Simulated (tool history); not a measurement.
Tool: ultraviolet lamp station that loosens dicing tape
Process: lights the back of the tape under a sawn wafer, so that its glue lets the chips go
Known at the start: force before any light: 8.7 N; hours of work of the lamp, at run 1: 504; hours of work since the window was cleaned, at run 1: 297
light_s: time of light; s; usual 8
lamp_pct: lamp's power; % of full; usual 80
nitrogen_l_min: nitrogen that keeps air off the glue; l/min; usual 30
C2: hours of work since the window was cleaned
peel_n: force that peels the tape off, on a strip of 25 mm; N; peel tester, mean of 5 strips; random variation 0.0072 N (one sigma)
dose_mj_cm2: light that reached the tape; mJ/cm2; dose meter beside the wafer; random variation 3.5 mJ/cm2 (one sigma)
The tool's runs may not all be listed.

run 1 hour=0.0 | light_s=8 lamp_pct=80 nitrogen_l_min=30 | hours_of_work_of_the_lamp=504 C2=297 | peel_n=0.257 dose_mj_cm2=574
run 2 hour=18.5 | light_s=8 lamp_pct=80 nitrogen_l_min=30 | hours_of_work_of_the_lamp=515 C2=308 | peel_n=0.284 dose_mj_cm2=572
run 3 hour=41.6 | light_s=8 lamp_pct=80 nitrogen_l_min=30 | hours_of_work_of_the_lamp=528 C2=321 | peel_n=0.256 dose_mj_cm2=569
run 4 hour=82.9 | light_s=13 lamp_pct=80 nitrogen_l_min=30 | hours_of_work_of_the_lamp=552 C2=346 | peel_n=0.106 dose_mj_cm2=935
run 5 hour=101.4 | light_s=14 lamp_pct=80 nitrogen_l_min=30 | hours_of_work_of_the_lamp=563 C2=356 | peel_n=0.107 dose_mj_cm2=1001
run 6 hour=136.9 | light_s=14 lamp_pct=80 nitrogen_l_min=30 | hours_of_work_of_the_lamp=584 C2=377 | peel_n=0.096 dose_mj_cm2=1005
run 7 hour=161.4 | light_s=13 lamp_pct=80 nitrogen_l_min=30 | hours_of_work_of_the_lamp=598 C2=391 | peel_n=0.105 dose_mj_cm2=937
run 8 hour=187.6 | light_s=13 lamp_pct=80 nitrogen_l_min=30 | hours_of_work_of_the_lamp=613 C2=406 | peel_n=0.101 dose_mj_cm2=935
run 9 hour=225.5 | light_s=7 lamp_pct=80 nitrogen_l_min=30 | hours_of_work_of_the_lamp=635 C2=428 | peel_n=0.366 dose_mj_cm2=502
run 10 hour=252.2 | light_s=7 lamp_pct=80 nitrogen_l_min=30 | hours_of_work_of_the_lamp=651 C2=444 | peel_n=0.374 dose_mj_cm2=503
run 11 hour=278.7 | light_s=7 lamp_pct=80 nitrogen_l_min=30 | hours_of_work_of_the_lamp=666 C2=459 | peel_n=0.392 dose_mj_cm2=501
run 12 hour=311.8 | light_s=7 lamp_pct=65 nitrogen_l_min=43 | hours_of_work_of_the_lamp=686 C2=479 | peel_n=0.487 dose_mj_cm2=412
run 13 hour=334.1 | light_s=13 lamp_pct=61 nitrogen_l_min=41 | hours_of_work_of_the_lamp=698 C2=492 | peel_n=0.142 dose_mj_cm2=711
run 14 hour=357.5 | light_s=13 lamp_pct=95 nitrogen_l_min=13 | hours_of_work_of_the_lamp=712 C2=505 | peel_n=0.123 dose_mj_cm2=1121

3 ways to go on from here, each from the tool as it stands after run 14. What would each give?
run A hour=398.2 | light_s=9 lamp_pct=89 nitrogen_l_min=9 | hours_of_work_of_the_lamp=736 C2=529 | peel_n=? dose_mj_cm2=?
run B hour=398.2 | light_s=7 lamp_pct=70 nitrogen_l_min=12 | hours_of_work_of_the_lamp=736 C2=529 | peel_n=? dose_mj_cm2=?
run C hour=398.2 | light_s=6 lamp_pct=95 nitrogen_l_min=13 | hours_of_work_of_the_lamp=736 C2=529 | peel_n=? dose_mj_cm2=?

run=A peel_n=0.440 dose_mj_cm2=722
run=B peel_n=1.058 dose_mj_cm2=443
run=C peel_n=0.724 dose_mj_cm2=514
Without the tool's hidden state the same runs would have given:
run=A peel_n=0.440 dose_mj_cm2=722
run=B peel_n=1.056 dose_mj_cm2=443
run=C peel_n=0.723 dose_mj_cm2=515

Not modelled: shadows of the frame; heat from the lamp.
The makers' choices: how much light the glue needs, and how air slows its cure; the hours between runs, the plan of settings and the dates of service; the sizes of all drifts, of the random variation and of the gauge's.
